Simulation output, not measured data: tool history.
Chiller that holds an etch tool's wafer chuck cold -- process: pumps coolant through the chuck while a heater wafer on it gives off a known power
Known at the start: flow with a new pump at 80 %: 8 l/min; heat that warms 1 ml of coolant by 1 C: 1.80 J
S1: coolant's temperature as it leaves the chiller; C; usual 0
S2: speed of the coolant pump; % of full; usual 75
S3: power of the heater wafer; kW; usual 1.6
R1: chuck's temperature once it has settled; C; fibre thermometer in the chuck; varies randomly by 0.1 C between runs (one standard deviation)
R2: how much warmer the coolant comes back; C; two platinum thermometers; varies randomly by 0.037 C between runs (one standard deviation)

| run | hour | S1 | S2 | S3 | R1 | R2 |
|---|---|---|---|---|---|---|
| 1 | 0 | 0 | 75 | 1.6 | 18.2 | 7.58 |
| 2 | 32.7 | 0 | 75 | 1.6 | 18.2 | 7.51 |
| 3 | 78.5 | 0 | 75 | 1.6 | 18.3 | 7.52 |
|  | 93.1 | chiller's thermometer calibrated |
| 4 | 151.6 | 0 | 75 | 1.6 | 18 | 7.51 |
| 5 | 192.6 | 0 | 75 | 1.6 | 17.9 | 7.5 |
| 6 | 248.4 | 0 | 75 | 1.6 | 17.9 | 7.49 |
| 7 | 324.8 | 0 | 75 | 1.6 | 18.2 | 7.51 |
| 8 | 385.5 | 0 | 75 | 1.6 | 18.1 | 7.56 |
| 9 | 447 | 0 | 75 | 1.6 | 18.2 | 7.61 |
| 10 | 491.2 | 0 | 75 | 1.6 | 18.4 | 7.56 |
| 11 | 562.6 | 0 | 75 | 1.6 | 18.3 | 7.59 |
| 12 | 610.7 | 0 | 75 | 1.6 | 18.1 | 7.53 |
| 13 | 668.7 | 0 | 77 | 1.6 | 17.9 | 7.31 |
| 14 | 707.8 | 0 | 75 | 0.84 | 9.6 | 3.97 |
| 15 | 757.2 | 0 | 76 | 1.6 | 18.2 | 7.52 |
| 16 | 800.1 | 0 | 76 | 1.6 | 18.3 | 7.46 |
| 17 | 836.9 | 0 | 76 | 1.6 | 18.2 | 7.48 |
| 18 | 868.3 | 0 | 66 | 1.6 | 20.6 | 8.81 |
| 19 | 939 | 0 | 67 | 1.881 | 23.8 | 10.25 |
| 20 | 970 | 0 | 67 | 1.881 | 24.1 | 10.25 |
| 21 | 1041.3 | 3 | 94 | 1.881 | 20.8 | 6.94 |
| 22 | 1088.7 | -8 | 89 | 1.34 | 5.3 | 5.29 |
| 23 | 1125.1 | 3 | 78 | 1.3 | 17.8 | 5.91 |
| 24 | 1168.7 | 5 | 69 | 1.3 | 21.5 | 6.8 |
| 25 | 1231.3 | 0 | 79 | 1.725 | 19.2 | 7.83 |
| 26 | 1279.8 | 4 | 63 | 1.439 | 23.7 | 8.46 |
|  | 1303.4 | coolant changed, channels flushed |
| 27 | 1318.4 | 4 | 63 | 1.439 | 22.8 | 8.43 |
| 28 | 1361 | 4 | 63 | 1.439 | 22.8 | 8.35 |
| 29 | 1436.1 | -8 | 81 | 1.008 | 2.6 | 4.52 |
| 30 | 1487.5 | -4 | 71 | 0.98 | 7.5 | 5.04 |
| 31 | 1560.9 | 0 | 75 | 1.744 | 19.5 | 8.42 |

Some steps in R1, run to run, broken into two amounts with sign: the step expected even without the hidden condition (settings, incoming material, random variation), and the rest, left for the hidden condition together with whatever gauge scatter is not in both the measured and the hidden-condition-free result:
Hidden state at play: heat passed by the chuck's channels, % of clean ones'; flow at a given pump speed, % of a new pump's; coolant's true temperature over the reading, C; drift of the gauge itself on chuck_c, C; drift of the gauge itself on warmer_back_c, C.
Run 13 -> 14: S2 77 -> 75, S3 1.6 -> 0.84. R1 -8.3 C: hidden state -0.8, all else -7.5.
Run 14 -> 15: S2 75 -> 76, S3 0.84 -> 1.6. R1 +8.6 C: hidden state +0.8, all else +7.8.
Run 21 -> 22: S1 3 -> -8, S2 94 -> 89, S3 1.881 -> 1.34. R1 -15.5 C: hidden state -0.5, all else -15.
Run 22 -> 23: S1 -8 -> 3, S2 89 -> 78, S3 1.34 -> 1.3. R1 +12.5 C: hidden state +0.2, all else +12.3.
Run 26 -> 27: coolant changed, channels flushed. R1 -0.9 C: hidden state -1, all else +0.1.
Run 28 -> 29: S1 4 -> -8, S2 63 -> 81, S3 1.439 -> 1.008. R1 -20.2 C: hidden state -0.4, all else -19.8.
